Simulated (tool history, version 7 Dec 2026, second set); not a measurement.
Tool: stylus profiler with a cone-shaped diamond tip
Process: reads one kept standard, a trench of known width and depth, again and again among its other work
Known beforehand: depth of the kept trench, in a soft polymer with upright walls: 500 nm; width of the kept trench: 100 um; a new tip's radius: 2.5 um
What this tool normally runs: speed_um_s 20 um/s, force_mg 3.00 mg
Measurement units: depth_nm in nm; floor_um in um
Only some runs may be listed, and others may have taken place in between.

Run 1, hour 0.0: usual settings. Result: depth_nm 507.34 nm, floor_um 95.96 um.
Run 2, hour 35.5: usual settings. Result: depth_nm 507.27 nm, floor_um 95.96 um.
Run 3, hour 89.2: usual settings. Result: depth_nm 507.38 nm, floor_um 95.95 um.
Run 4, hour 143.6: usual settings. Result: depth_nm 507.43 nm, floor_um 95.96 um.
Run 5, hour 181.7: usual settings. Result: depth_nm 507.51 nm, floor_um 95.90 um.
Run 6, hour 233.8: usual settings. Result: depth_nm 507.82 nm, floor_um 95.91 um.
Run 7, hour 261.3: usual settings. Result: depth_nm 508.03 nm, floor_um 95.93 um.
Run 8, hour 292.8: usual settings. Result: depth_nm 507.96 nm, floor_um 95.88 um.
Run 9, hour 342.4: usual settings but speed_um_s 44 um/s. Result: depth_nm 507.44 nm, floor_um 95.77 um.
Run 10, hour 373.4: usual settings. Result: depth_nm 507.60 nm, floor_um 95.87 um.
Run 11, hour 437.4: usual settings. Result: depth_nm 508.03 nm, floor_um 95.84 um.
Run 12, hour 470.0: usual settings. Result: depth_nm 507.84 nm, floor_um 95.88 um.
Run 13, hour 529.3: usual settings. Result: depth_nm 508.00 nm, floor_um 95.80 um.
Run 14, hour 595.5: usual settings. Result: depth_nm 508.05 nm, floor_um 95.83 um.
Run 15, hour 644.0: usual settings. Result: depth_nm 508.33 nm, floor_um 95.78 um.
Run 16, hour 693.4: usual settings but force_mg 2.42 mg. Result: depth_nm 507.74 nm, floor_um 95.76 um.
Run 17, hour 723.2: usual settings but speed_um_s 23 um/s. Result: depth_nm 508.65 nm, floor_um 95.71 um.
Run 18, hour 769.9: usual settings but speed_um_s 23 um/s. Result: depth_nm 508.97 nm, floor_um 95.75 um.
Run 19, hour 804.4: usual settings but speed_um_s 23 um/s. Result: depth_nm 508.70 nm, floor_um 95.75 um.
Run 20, hour 840.9: usual settings but speed_um_s 59 um/s. Result: depth_nm 508.75 nm, floor_um 95.55 um.
Run 21, hour 908.1: usual settings but speed_um_s 59 um/s. Result: depth_nm 508.72 nm, floor_um 95.50 um.
Run 22, hour 955.0: usual settings but speed_um_s 14 um/s, force_mg 4.76 mg. Result: depth_nm 511.56 nm, floor_um 95.69 um.
Run 23, hour 993.4: usual settings but speed_um_s 14 um/s, force_mg 4.76 mg. Result: depth_nm 511.66 nm, floor_um 95.66 um.
Run 24, hour 1031.5: usual settings but speed_um_s 24 um/s, force_mg 5.55 mg. Result: depth_nm 510.55 nm, floor_um 95.65 um.
Run 25, hour 1082.2: usual settings but speed_um_s 9 um/s, force_mg 1.84 mg. Result: depth_nm 505.44 nm, floor_um 95.68 um.
Run 26, hour 1139.5: usual settings but speed_um_s 9 um/s, force_mg 1.84 mg. Result: depth_nm 505.40 nm, floor_um 95.68 um.
Run 27, hour 1169.9: usual settings but speed_um_s 18 um/s, force_mg 1.85 mg. Result: depth_nm 505.35 nm, floor_um 95.61 um.
Run 28, hour 1208.4: usual settings but speed_um_s 38 um/s, force_mg 2.87 mg. Result: depth_nm 507.31 nm, floor_um 95.50 um.
Run 29, hour 1260.6: usual settings but speed_um_s 60 um/s, force_mg 4.49 mg. Result: depth_nm 509.93 nm, floor_um 95.44 um.
Run 30, hour 1317.9: usual settings but speed_um_s 16 um/s, force_mg 6.97 mg. Result: depth_nm 513.01 nm, floor_um 95.59 um.
Run 31, hour 1379.5: usual settings but speed_um_s 16 um/s, force_mg 6.97 mg. Result: depth_nm 512.98 nm, floor_um 95.63 um.
Run 32, hour 1420.1: usual settings but speed_um_s 16 um/s, force_mg 6.97 mg. Result: depth_nm 513.27 nm, floor_um 95.61 um.
Run 33, hour 1481.5: usual settings but speed_um_s 16 um/s, force_mg 6.97 mg. Result: depth_nm 513.15 nm, floor_um 95.53 um.
Run 34, hour 1540.1: usual settings but speed_um_s 12 um/s, force_mg 3.54 mg. Result: depth_nm 508.82 nm, floor_um 95.58 um.
Run 35, hour 1591.3: usual settings but speed_um_s 50 um/s, force_mg 1.51 mg. Result: depth_nm 505.32 nm, floor_um 95.19 um.
Run 36, hour 1654.6: usual settings but speed_um_s 50 um/s, force_mg 1.51 mg. Result: depth_nm 505.45 nm, floor_um 95.25 um.
Run 37, hour 1721.0: usual settings but speed_um_s 36 um/s, force_mg 2.77 mg. Result: depth_nm 507.96 nm, floor_um 95.31 um.
Run 38, hour 1783.6: usual settings but speed_um_s 25 um/s, force_mg 5.54 mg. Result: depth_nm 511.74 nm, floor_um 95.52 um.
Run 39, hour 1828.5: usual settings but speed_um_s 50 um/s, force_mg 2.92 mg. Result: depth_nm 508.62 nm, floor_um 95.25 um.

Not shown here: 2 entries made in the log between runs. Locate each between two listed runs and compare the hidden state at the listed run before it with the hidden state at the listed run after it:
In the gap between runs 15 and 16: height scale calibrated on a step standard (hour 650.3)
  radius of the tip, um: 4.53 -> 4.56; height scale over the true one, %: 0.238 -> 0.303
  measured result minus the result with no hidden state, depth_nm: +1.21 -> +1.53 nm; floor_um: -1.14 -> -1.15 um
In the gap between runs 23 and 24: height scale calibrated on a step standard, once more (hour 1009.1)
  radius of the tip, um: 4.76 -> 4.79; height scale over the true one, %: 0.389 -> 0.014
  measured result minus the result with no hidden state, depth_nm: +1.98 -> +0.07 nm; floor_um: -1.25 -> -1.26 um
